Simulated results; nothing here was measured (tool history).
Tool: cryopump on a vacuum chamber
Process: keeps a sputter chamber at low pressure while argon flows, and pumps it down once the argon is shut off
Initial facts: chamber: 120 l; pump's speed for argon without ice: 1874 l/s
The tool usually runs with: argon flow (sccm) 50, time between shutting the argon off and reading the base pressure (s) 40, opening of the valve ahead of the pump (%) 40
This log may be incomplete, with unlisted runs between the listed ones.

run	hour	argon flow (sccm)	time between shutting the argon off and reading the base pressure (s)	opening of the valve ahead of the pump (%)	pressure while argon flows (Pa)	pressure after the wait (uPa)
1	0.0	50	40	40	0.1164	2.81
2	68.2	50	40	40	0.1172	3.02
3	154.1	50	40	40	0.1179	3.06
4	220.4	50	40	40	0.1184	3.22
5	259.7	50	40	40	0.1198	3.23
6	299.6	50	40	54	0.0905	3.39
7	345.7	59	40	40	0.1415	3.37
8	394.1	59	40	40	0.1413	3.54
9	453.3	50	40	39	0.1239	3.79
10	506.7	50	40	39	0.1254	3.85
11	591.5	50	40	39	0.1259	3.98
# hour 625.9: leaking fittings of the chamber tightened, without venting
12	676.9	50	40	39	0.1270	1.88
# hour 743.7: pump warmed up, emptied and cooled again
13	762.2	50	40	43	0.1071	1.96
14	817.1	50	40	40	0.1151	2.03
15	887.7	50	40	40	0.1153	2.10
16	935.0	50	40	17	0.2712	2.23
17	998.8	55	40	17	0.2968	2.25
18	1078.5	34	23	17	0.1813	3.67
19	1153.8	34	23	17	0.1835	3.73
20	1192.5	80	267	40	0.1890	1.28
21	1240.4	80	267	23	0.3231	1.30
22	1298.5	26	267	23	0.1053	1.46
23	1369.3	69	195	53	0.1272	1.70
24	1412.0	69	258	37	0.1779	1.58
25	1470.4	69	258	27	0.2412	1.83
26	1552.3	50	27	40	0.1226	4.05
27	1608.6	50	143	50	0.1009	2.28
28	1695.5	41	40	40	0.1019	3.48
29	1739.3	41	40	40	0.1032	3.60
# hour 1762.6: pump warmed up, emptied and cooled again
30	1816.5	50	240	40	0.1146	2.12
31	1890.9	59	48	30	0.1808	3.32
32	1972.5	47	246	40	0.1087	2.39
33	2060.5	47	246	40	0.1109	2.60

Measured minus without-hidden-state, run by run (identical run-to-run variation in each term; gauge scatter may differ):
Hidden conditions of the tool in this case: pump's speed, % of a pump's without ice; cold plate's temperature, K; leak into the chamber, uPa l/s; drift of the gauge itself on working_pa, %; drift of the gauge itself on base_upa, %.
run	pressure while argon flows (Pa)	pressure after the wait (uPa)
1	+0.0036	+1.11
2	+0.0042	+1.28
3	+0.0050	+1.35
4	+0.0057	+1.51
5	+0.0061	+1.54
6	+0.0064	+1.67
7	+0.0083	+1.68
8	+0.0089	+1.82
9	+0.0081	+2.01
10	+0.0088	+2.11
11	+0.0097	+2.25
12	+0.0107	+0.14
13	+0.0015	+0.20
14	+0.0020	+0.28
15	+0.0025	+0.39
16	+0.0030	+0.47
17	+0.0039	+0.53
18	+0.0029	+0.71
19	+0.0035	+0.82
20	+0.0088	+0.88
21	+0.0094	+0.94
22	+0.0034	+1.08
23	+0.0100	+1.19
24	+0.0106	+1.24
25	+0.0116	+1.42
26	+0.0093	+1.56
27	+0.0101	+1.71
28	+0.0090	+1.82
29	+0.0095	+1.92
30	+0.0020	+1.72
31	+0.0031	+1.85
32	+0.0032	+1.99
33	+0.0039	+2.17
